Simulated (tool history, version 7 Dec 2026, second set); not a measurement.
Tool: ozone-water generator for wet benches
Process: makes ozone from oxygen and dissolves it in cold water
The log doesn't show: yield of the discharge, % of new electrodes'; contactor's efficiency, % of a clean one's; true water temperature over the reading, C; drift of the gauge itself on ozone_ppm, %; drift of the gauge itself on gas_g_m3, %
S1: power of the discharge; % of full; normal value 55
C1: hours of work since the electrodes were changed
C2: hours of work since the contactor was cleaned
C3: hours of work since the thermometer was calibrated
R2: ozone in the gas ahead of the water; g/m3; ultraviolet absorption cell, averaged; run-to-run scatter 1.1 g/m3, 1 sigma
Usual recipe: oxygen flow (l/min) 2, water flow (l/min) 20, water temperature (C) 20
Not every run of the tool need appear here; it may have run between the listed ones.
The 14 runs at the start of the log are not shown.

{"hour": 1238.3, "done": "contactor cleaned"}
{"run": 15, "hour": 1317.8, "S1": 55, "oxygen flow (l/min)": 2, "water flow (l/min)": 20, "water temperature (C)": 20, "C1": 3317, "C2": 69, "C3": 3285, "dissolved ozone (ppm)": 11.6, "R2": 185.3}
{"run": 16, "hour": 1429.8, "S1": 55, "oxygen flow (l/min)": 2, "water flow (l/min)": 20, "water temperature (C)": 20, "C1": 3414, "C2": 165, "C3": 3382, "dissolved ozone (ppm)": 11.4, "R2": 182.6}
{"run": 17, "hour": 1523.0, "S1": 55, "oxygen flow (l/min)": 2, "water flow (l/min)": 20, "water temperature (C)": 20, "C1": 3494, "C2": 245, "C3": 3462, "dissolved ozone (ppm)": 11.6, "R2": 184.1}
{"run": 18, "hour": 1580.9, "S1": 55, "oxygen flow (l/min)": 2.8, "water flow (l/min)": 20, "water temperature (C)": 20, "C1": 3544, "C2": 295, "C3": 3512, "dissolved ozone (ppm)": 11.7, "R2": 147.5}
{"run": 19, "hour": 1673.4, "S1": 69, "oxygen flow (l/min)": 2, "water flow (l/min)": 20, "water temperature (C)": 20, "C1": 3624, "C2": 375, "C3": 3592, "dissolved ozone (ppm)": 13, "R2": 208.8}
{"run": 20, "hour": 1775.3, "S1": 54, "oxygen flow (l/min)": 1.99, "water flow (l/min)": 16, "water temperature (C)": 18, "C1": 3712, "C2": 463, "C3": 3680, "dissolved ozone (ppm)": 14, "R2": 181.6}
{"run": 21, "hour": 1852.8, "S1": 55, "oxygen flow (l/min)": 2, "water flow (l/min)": 25, "water temperature (C)": 20, "C1": 3779, "C2": 530, "C3": 3747, "dissolved ozone (ppm)": 9.3, "R2": 182.7}
{"hour": 1872.7, "done": "water thermometer calibrated"}
{"run": 22, "hour": 1912.5, "S1": 55, "oxygen flow (l/min)": 2, "water flow (l/min)": 25, "water temperature (C)": 20, "C1": 3830, "C2": 581, "C3": 34, "dissolved ozone (ppm)": 9.2, "R2": 183.1}
{"run": 23, "hour": 1992.7, "S1": 55, "oxygen flow (l/min)": 1.06, "water flow (l/min)": 20, "water temperature (C)": 20, "C1": 3899, "C2": 650, "C3": 103, "dissolved ozone (ppm)": 10.3, "R2": 275.5}
{"run": 24, "hour": 2110.4, "S1": 55, "oxygen flow (l/min)": 3.36, "water flow (l/min)": 20, "water temperature (C)": 20, "C1": 4000, "C2": 752, "C3": 205, "dissolved ozone (ppm)": 11.6, "R2": 128.6}
{"run": 25, "hour": 2218.8, "S1": 55, "oxygen flow (l/min)": 3.36, "water flow (l/min)": 20, "water temperature (C)": 20, "C1": 4094, "C2": 845, "C3": 298, "dissolved ozone (ppm)": 11.5, "R2": 127.7}
{"run": 26, "hour": 2286.5, "S1": 55, "oxygen flow (l/min)": 1.09, "water flow (l/min)": 14, "water temperature (C)": 13, "C1": 4152, "C2": 903, "C3": 357, "dissolved ozone (ppm)": 15.4, "R2": 264.9}
{"run": 27, "hour": 2404.7, "S1": 55, "oxygen flow (l/min)": 2, "water flow (l/min)": 22, "water temperature (C)": 19, "C1": 4254, "C2": 1005, "C3": 459, "dissolved ozone (ppm)": 10.3, "R2": 179.2}
{"run": 28, "hour": 2487.7, "S1": 87, "oxygen flow (l/min)": 2, "water flow (l/min)": 22, "water temperature (C)": 19, "C1": 4326, "C2": 1077, "C3": 530, "dissolved ozone (ppm)": 12.9, "R2": 227.9}
{"run": 29, "hour": 2585.1, "S1": 55, "oxygen flow (l/min)": 2, "water flow (l/min)": 20, "water temperature (C)": 19, "C1": 4410, "C2": 1161, "C3": 614, "dissolved ozone (ppm)": 11, "R2": 179.7}
{"run": 30, "hour": 2682.7, "S1": 55, "oxygen flow (l/min)": 2, "water flow (l/min)": 20, "water temperature (C)": 19, "C1": 4494, "C2": 1245, "C3": 698, "dissolved ozone (ppm)": 11.4, "R2": 176.3}
{"run": 31, "hour": 2751.5, "S1": 55, "oxygen flow (l/min)": 2, "water flow (l/min)": 20, "water temperature (C)": 19, "C1": 4553, "C2": 1304, "C3": 758, "dissolved ozone (ppm)": 11.1, "R2": 178.5}
{"run": 32, "hour": 2880.7, "S1": 55, "oxygen flow (l/min)": 2, "water flow (l/min)": 20, "water temperature (C)": 19, "C1": 4665, "C2": 1416, "C3": 869, "dissolved ozone (ppm)": 11.1, "R2": 177.7}
{"run": 33, "hour": 2961.3, "S1": 86, "oxygen flow (l/min)": 2, "water flow (l/min)": 27, "water temperature (C)": 21, "C1": 4734, "C2": 1485, "C3": 939, "dissolved ozone (ppm)": 10.3, "R2": 221.4}
{"run": 34, "hour": 3071.3, "S1": 50, "oxygen flow (l/min)": 3.16, "water flow (l/min)": 15, "water temperature (C)": 21, "C1": 4829, "C2": 1580, "C3": 1034, "dissolved ozone (ppm)": 13.2, "R2": 124.1}

3 options for the next run, each taken on its own from the tool as it stands now. Forecast them:
{"run": "A", "hour": 3124.7, "S1": 55, "oxygen flow (l/min)": 1.18, "water flow (l/min)": 20, "water temperature (C)": 20, "C1": 4875, "C2": 1626, "C3": 1080, "dissolved ozone (ppm)": "?", "R2": "?"}
{"run": "B", "hour": 3124.7, "S1": 80, "oxygen flow (l/min)": 2.14, "water flow (l/min)": 13, "water temperature (C)": 21, "C1": 4875, "C2": 1626, "C3": 1080, "dissolved ozone (ppm)": "?", "R2": "?"}
{"run": "C", "hour": 3124.7, "S1": 86, "oxygen flow (l/min)": 3.16, "water flow (l/min)": 20, "water temperature (C)": 21, "C1": 4875, "C2": 1626, "C3": 1080, "dissolved ozone (ppm)": "?", "R2": "?"}

run=A dissolved_ozone_(ppm)=10.2 R2=247.2
run=B dissolved_ozone_(ppm)=19.2 R2=205.1
run=C dissolved_ozone_(ppm)=13.7 R2=164.8
The same runs, with their run-to-run variation unchanged, on a tool lacking any hidden condition would have given:
run=A dissolved_ozone_(ppm)=12 R2=286.4
run=B dissolved_ozone_(ppm)=23.3 R2=246.7
run=C dissolved_ozone_(ppm)=16.9 R2=199.6
